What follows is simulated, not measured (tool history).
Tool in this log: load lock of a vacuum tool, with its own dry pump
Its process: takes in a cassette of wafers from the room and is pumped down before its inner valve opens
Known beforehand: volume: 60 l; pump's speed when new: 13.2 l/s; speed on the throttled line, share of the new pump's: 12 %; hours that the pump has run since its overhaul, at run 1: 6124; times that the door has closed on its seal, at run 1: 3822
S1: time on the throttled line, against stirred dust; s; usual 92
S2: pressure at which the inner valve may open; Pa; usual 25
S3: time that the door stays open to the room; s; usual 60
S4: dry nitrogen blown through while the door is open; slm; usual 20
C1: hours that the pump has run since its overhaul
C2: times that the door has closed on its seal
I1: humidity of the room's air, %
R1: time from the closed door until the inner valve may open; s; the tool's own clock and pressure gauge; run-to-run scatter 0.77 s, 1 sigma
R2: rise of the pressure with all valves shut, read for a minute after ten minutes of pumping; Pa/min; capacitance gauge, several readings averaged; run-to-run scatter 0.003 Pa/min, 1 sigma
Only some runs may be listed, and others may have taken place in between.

run 1 hour=0.0 | S1=92 S2=25 S3=60 S4=20 | C1=6124 C2=3822 | I1=47.0 | R1=123.6 R2=0.036
run 2 hour=120.4 | S1=92 S2=25 S3=60 S4=20 | C1=6244 C2=4008 | I1=46.6 | R1=124.2 R2=0.036
run 3 hour=220.9 | S1=92 S2=25 S3=60 S4=20 | C1=6344 C2=4164 | I1=44.5 | R1=123.1 R2=0.033
run 4 hour=293.5 | S1=92 S2=25 S3=113 S4=20 | C1=6417 C2=4277 | I1=44.8 | R1=124.0 R2=0.038
run 5 hour=350.9 | S1=92 S2=25 S3=60 S4=7 | C1=6474 C2=4366 | I1=46.3 | R1=124.5 R2=0.043
run 6 hour=464.0 | S1=92 S2=25 S3=60 S4=7 | C1=6588 C2=4541 | I1=45.0 | R1=124.1 R2=0.044
run 7 hour=571.2 | S1=92 S2=25 S3=60 S4=7 | C1=6695 C2=4707 | I1=42.7 | R1=126.4 R2=0.043
run 8 hour=697.4 | S1=92 S2=25 S3=60 S4=20 | C1=6821 C2=4903 | I1=47.1 | R1=126.3 R2=0.034
run 9 hour=789.2 | S1=92 S2=25 S3=60 S4=20 | C1=6913 C2=5045 | I1=45.4 | R1=125.9 R2=0.034
run 10 hour=881.6 | S1=92 S2=25 S3=60 S4=20 | C1=7005 C2=5188 | I1=46.8 | R1=124.2 R2=0.032
run 11 hour=949.9 | S1=92 S2=25 S3=60 S4=20 | C1=7073 C2=5294 | I1=45.7 | R1=124.3 R2=0.031
run 12 hour=1064.5 | S1=92 S2=25 S3=60 S4=20 | C1=7188 C2=5472 | I1=41.2 | R1=125.1 R2=0.034
run 13 hour=1192.4 | S1=92 S2=25 S3=60 S4=20 | C1=7316 C2=5670 | I1=47.9 | R1=124.8 R2=0.031
run 14 hour=1319.7 | S1=92 S2=32 S3=60 S4=20 | C1=7443 C2=5867 | I1=47.5 | R1=125.6 R2=0.037
run 15 hour=1429.1 | S1=92 S2=25 S3=60 S4=20 | C1=7553 C2=6037 | I1=45.2 | R1=126.5 R2=0.034
run 16 hour=1565.2 | S1=92 S2=25 S3=60 S4=16 | C1=7689 C2=6248 | I1=42.5 | R1=124.8 R2=0.038
run 17 hour=1704.7 | S1=136 S2=37 S3=61 S4=20 | C1=7828 C2=6464 | I1=44.1 | R1=160.2 R2=0.038
run 18 hour=1794.7 | S1=93 S2=22 S3=60 S4=10 | C1=7918 C2=6603 | I1=41.2 | R1=126.8 R2=0.039
run 19 hour=1931.8 | S1=86 S2=22 S3=60 S4=10 | C1=8055 C2=6816 | I1=46.1 | R1=120.5 R2=0.046
run 20 hour=2066.3 | S1=98 S2=21 S3=226 S4=29 | C1=8190 C2=7024 | I1=46.9 | R1=131.6 R2=0.043
run 21 hour=2191.5 | S1=98 S2=21 S3=226 S4=29 | C1=8315 C2=7218 | I1=43.9 | R1=132.2 R2=0.046
run 22 hour=2315.6 | S1=92 S2=39 S3=60 S4=20 | C1=8439 C2=7411 | I1=44.2 | R1=123.5 R2=0.037
run 23 hour=2451.9 | S1=92 S2=25 S3=44 S4=20 | C1=8575 C2=7622 | I1=42.9 | R1=126.1 R2=0.034
run 24 hour=2515.9 | S1=78 S2=25 S3=60 S4=20 | C1=8639 C2=7721 | I1=48.1 | R1=113.9 R2=0.033
run 25 hour=2589.2 | S1=78 S2=25 S3=60 S4=20 | C1=8713 C2=7835 | I1=41.0 | R1=114.4 R2=0.036
run 26 hour=2725.1 | S1=56 S2=47 S3=37 S4=36 | C1=8849 C2=8045 | I1=43.7 | R1=92.9 R2=0.021
run 27 hour=2864.9 | S1=56 S2=47 S3=37 S4=35 | C1=8988 C2=8262 | I1=44.8 | R1=92.0 R2=0.024
run 28 hour=2935.8 | S1=60 S2=36 S3=62 S4=35 | C1=9059 C2=8372 | I1=45.5 | R1=97.2 R2=0.032
run 29 hour=3057.1 | S1=113 S2=38 S3=62 S4=35 | C1=9181 C2=8560 | I1=41.8 | R1=140.5 R2=0.025
run 30 hour=3132.9 | S1=92 S2=39 S3=40 S4=20 | C1=9256 C2=8677 | I1=46.1 | R1=124.8 R2=0.040
run 31 hour=3197.9 | S1=92 S2=39 S3=40 S4=20 | C1=9321 C2=8778 | I1=47.0 | R1=124.9 R2=0.033

For some of the steps in R1 from one run to the next: how much would appear even if the tool had no hidden state, given the settings, what came in and random variation, and how much remains for the hidden state plus any gauge scatter that the measured result and the result without hidden state don't share?
Hidden conditions of the tool in this case: pump's speed, % of a new pump's; leak at the door's seal, Pa l/s; drift of the gauge itself on ready_s, %; drift of the gauge itself on rise_pa_min, %.
Run 16 -> 17: S1 92 -> 136, S2 25 -> 37, S3 60 -> 61, S4 16 -> 20. R1 +35.4 s: hidden state -1.6, all else +37.0.
Run 17 -> 18: S1 136 -> 93, S2 37 -> 22, S3 61 -> 60, S4 20 -> 10. R1 -33.4 s: hidden state +1.9, all else -35.3.
Run 28 -> 29: S1 60 -> 113, S2 36 -> 38. R1 +43.3 s: hidden state -1.8, all else +45.1.
